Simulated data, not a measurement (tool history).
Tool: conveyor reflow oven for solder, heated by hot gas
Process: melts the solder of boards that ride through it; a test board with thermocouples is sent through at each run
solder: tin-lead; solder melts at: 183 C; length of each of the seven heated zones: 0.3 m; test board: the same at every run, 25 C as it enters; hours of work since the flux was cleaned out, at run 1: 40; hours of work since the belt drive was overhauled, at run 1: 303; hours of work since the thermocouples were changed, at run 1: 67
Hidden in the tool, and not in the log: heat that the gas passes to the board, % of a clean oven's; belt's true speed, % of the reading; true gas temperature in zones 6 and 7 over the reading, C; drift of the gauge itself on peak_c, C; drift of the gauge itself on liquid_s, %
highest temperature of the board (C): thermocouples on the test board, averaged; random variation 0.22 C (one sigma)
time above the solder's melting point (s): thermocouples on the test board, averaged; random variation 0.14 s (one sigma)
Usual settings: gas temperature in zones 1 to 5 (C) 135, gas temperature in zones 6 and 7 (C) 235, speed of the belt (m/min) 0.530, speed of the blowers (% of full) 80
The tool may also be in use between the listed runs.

run	hour	gas temperature in zones 1 to 5 (C)	gas temperature in zones 6 and 7 (C)	speed of the belt (m/min)	speed of the blowers (% of full)	hours of work since the flux was cleaned out	hours of work since the belt drive was overhauled	hours of work since the thermocouples were changed	highest temperature of the board (C)	time above the solder's melting point (s)
1	0.0	135	235	0.530	80	40	303	67	223.4	54.9
2	9.5	135	235	0.530	80	46	309	73	223.8	54.8
3	16.4	135	235	0.530	50	50	313	77	215.1	47.9
4	29.5	135	235	0.530	50	58	321	86	214.9	47.7
5	37.7	135	235	0.530	50	63	326	91	215.1	47.8
6	48.3	135	235	0.530	50	70	333	97	215.1	47.8
7	58.5	135	235	0.530	50	76	339	104	214.7	47.7
8	65.0	135	235	0.530	50	80	343	108	215.0	47.8
9	71.7	135	235	0.530	50	84	347	112	214.8	47.8
10	82.1	135	235	0.530	50	91	354	118	215.5	47.7
11	96.7	135	235	0.530	80	100	363	127	223.7	54.6
12	108.4	135	235	0.567	89	107	370	135	223.3	51.3
13	115.5	135	249	0.567	89	112	375	139	236.4	56.8
14	127.5	135	249	0.567	89	119	382	147	236.4	56.6
15	139.3	147	235	0.526	85	126	390	154	225.9	60.3
16	147.4	147	235	0.526	85	131	395	159	226.1	60.4
17	154.0	129	225	0.596	68	136	399	163	207.3	35.7
18	163.7	129	244	0.619	80	142	405	169	226.4	46.2
19	179.8	124	232	0.465	64	152	415	179	219.5	56.7
20	188.6	133	239	0.530	80	157	420	185	227.2	56.0
21	195.9	122	238	0.530	83	162	425	189	226.0	52.5

5 ways to go on from here, each from the tool as it stands after run 21. What would each give?
A	208.6	128	244	0.518	83	170	433	197	?	?
B	208.6	122	244	0.461	82	170	433	197	?	?
C	208.6	130	240	0.530	83	170	433	197	?	?
D	208.6	132	249	0.595	83	170	433	197	?	?
E	208.6	122	238	0.530	63	170	433	197	?	?

run	highest temperature of the board (C)	time above the solder's melting point (s)
A	232.8	58.7
B	234.8	66.0
C	228.1	55.9
D	233.3	52.0
E	220.0	48.7
Without the tool's hidden state the same runs would have given:
run	highest temperature of the board (C)	time above the solder's melting point (s)
A	232.9	58.8
B	234.9	66.0
C	228.2	56.0
D	233.5	52.0
E	220.1	48.7

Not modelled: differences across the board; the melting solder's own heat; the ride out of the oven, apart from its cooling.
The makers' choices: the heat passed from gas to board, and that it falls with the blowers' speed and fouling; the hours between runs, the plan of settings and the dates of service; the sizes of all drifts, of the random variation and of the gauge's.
